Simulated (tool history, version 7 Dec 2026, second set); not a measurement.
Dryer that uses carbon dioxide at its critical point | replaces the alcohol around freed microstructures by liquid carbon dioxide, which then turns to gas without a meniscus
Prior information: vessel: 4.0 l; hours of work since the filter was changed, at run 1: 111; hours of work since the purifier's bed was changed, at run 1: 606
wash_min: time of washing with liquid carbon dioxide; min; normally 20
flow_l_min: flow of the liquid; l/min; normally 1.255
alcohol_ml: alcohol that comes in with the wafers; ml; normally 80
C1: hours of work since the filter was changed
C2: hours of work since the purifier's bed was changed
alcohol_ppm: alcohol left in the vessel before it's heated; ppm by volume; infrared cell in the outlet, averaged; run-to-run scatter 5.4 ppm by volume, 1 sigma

{"run": 1, "hour": 0.0, "wash_min": 20, "flow_l_min": 1.255, "alcohol_ml": 80, "C1": 111, "C2": 606, "alcohol_ppm": 235}
{"run": 2, "hour": 39.1, "wash_min": 20, "flow_l_min": 1.255, "alcohol_ml": 80, "C1": 134, "C2": 628, "alcohol_ppm": 242}
{"run": 3, "hour": 66.8, "wash_min": 20, "flow_l_min": 1.255, "alcohol_ml": 80, "C1": 150, "C2": 644, "alcohol_ppm": 255}
{"run": 4, "hour": 99.0, "wash_min": 20, "flow_l_min": 1.38, "alcohol_ml": 80, "C1": 169, "C2": 663, "alcohol_ppm": 191}
{"run": 5, "hour": 136.3, "wash_min": 20, "flow_l_min": 1.33, "alcohol_ml": 80, "C1": 190, "C2": 685, "alcohol_ppm": 216}
{"run": 6, "hour": 162.5, "wash_min": 19, "flow_l_min": 1.33, "alcohol_ml": 80, "C1": 205, "C2": 700, "alcohol_ppm": 257}
{"run": 7, "hour": 181.6, "wash_min": 20, "flow_l_min": 1.255, "alcohol_ml": 80, "C1": 217, "C2": 711, "alcohol_ppm": 264}
{"run": 8, "hour": 221.3, "wash_min": 20, "flow_l_min": 1.255, "alcohol_ml": 80, "C1": 240, "C2": 734, "alcohol_ppm": 281}
{"run": 9, "hour": 252.5, "wash_min": 20, "flow_l_min": 1.255, "alcohol_ml": 80, "C1": 258, "C2": 752, "alcohol_ppm": 288}
{"run": 10, "hour": 285.3, "wash_min": 20, "flow_l_min": 1.255, "alcohol_ml": 80, "C1": 277, "C2": 771, "alcohol_ppm": 289}
{"run": 11, "hour": 317.6, "wash_min": 20, "flow_l_min": 1.255, "alcohol_ml": 80, "C1": 296, "C2": 790, "alcohol_ppm": 291}
{"run": 12, "hour": 341.3, "wash_min": 20, "flow_l_min": 1.255, "alcohol_ml": 80, "C1": 309, "C2": 804, "alcohol_ppm": 299}
{"run": 13, "hour": 365.5, "wash_min": 27, "flow_l_min": 1.255, "alcohol_ml": 80, "C1": 323, "C2": 818, "alcohol_ppm": 152}
{"run": 14, "hour": 403.9, "wash_min": 25, "flow_l_min": 0.91, "alcohol_ml": 39, "C1": 346, "C2": 840, "alcohol_ppm": 266}
{"run": 15, "hour": 443.9, "wash_min": 16, "flow_l_min": 0.92, "alcohol_ml": 49, "C1": 369, "C2": 863, "alcohol_ppm": 940}
{"run": 16, "hour": 467.6, "wash_min": 16, "flow_l_min": 0.92, "alcohol_ml": 49, "C1": 383, "C2": 877, "alcohol_ppm": 960}
{"run": 17, "hour": 499.0, "wash_min": 16, "flow_l_min": 0.92, "alcohol_ml": 49, "C1": 401, "C2": 895, "alcohol_ppm": 979}
{"run": 18, "hour": 522.6, "wash_min": 16, "flow_l_min": 0.92, "alcohol_ml": 49, "C1": 415, "C2": 909, "alcohol_ppm": 985}
{"run": 19, "hour": 542.1, "wash_min": 27, "flow_l_min": 1.255, "alcohol_ml": 23, "C1": 426, "C2": 920, "alcohol_ppm": 150}
{"run": 20, "hour": 561.6, "wash_min": 27, "flow_l_min": 1.255, "alcohol_ml": 23, "C1": 437, "C2": 932, "alcohol_ppm": 147}
{"hour": 568.5, "done": "inlet filter changed"}
{"run": 21, "hour": 596.3, "wash_min": 27, "flow_l_min": 1.255, "alcohol_ml": 23, "C1": 16, "C2": 951, "alcohol_ppm": 141}
{"run": 22, "hour": 614.0, "wash_min": 20, "flow_l_min": 1.8, "alcohol_ml": 116, "C1": 26, "C2": 962, "alcohol_ppm": 163}
{"run": 23, "hour": 650.0, "wash_min": 13, "flow_l_min": 0.77, "alcohol_ml": 41, "C1": 47, "C2": 983, "alcohol_ppm": 1588}
{"run": 24, "hour": 685.6, "wash_min": 13, "flow_l_min": 0.77, "alcohol_ml": 41, "C1": 68, "C2": 1003, "alcohol_ppm": 1615}
{"run": 25, "hour": 705.6, "wash_min": 28, "flow_l_min": 1.2, "alcohol_ml": 80, "C1": 80, "C2": 1015, "alcohol_ppm": 171}

Here are 4 independent what-if runs from the current tool condition. What would each one return?
{"run": "A", "hour": 734.6, "wash_min": 28, "flow_l_min": 1.73, "alcohol_ml": 93, "C1": 96, "C2": 1032, "alcohol_ppm": "?"}
{"run": "B", "hour": 734.6, "wash_min": 31, "flow_l_min": 2.04, "alcohol_ml": 39, "C1": 96, "C2": 1032, "alcohol_ppm": "?"}
{"run": "C", "hour": 734.6, "wash_min": 22, "flow_l_min": 0.8, "alcohol_ml": 70, "C1": 96, "C2": 1032, "alcohol_ppm": "?"}
{"run": "D", "hour": 734.6, "wash_min": 31, "flow_l_min": 1.255, "alcohol_ml": 80, "C1": 96, "C2": 1032, "alcohol_ppm": "?"}

run=A alcohol_ppm=146
run=B alcohol_ppm=151
run=C alcohol_ppm=733
run=D alcohol_ppm=157
With no hidden state in the tool, these same runs would have given:
run=A alcohol_ppm=3
run=B alcohol_ppm=8
run=C alcohol_ppm=540
run=D alcohol_ppm=9
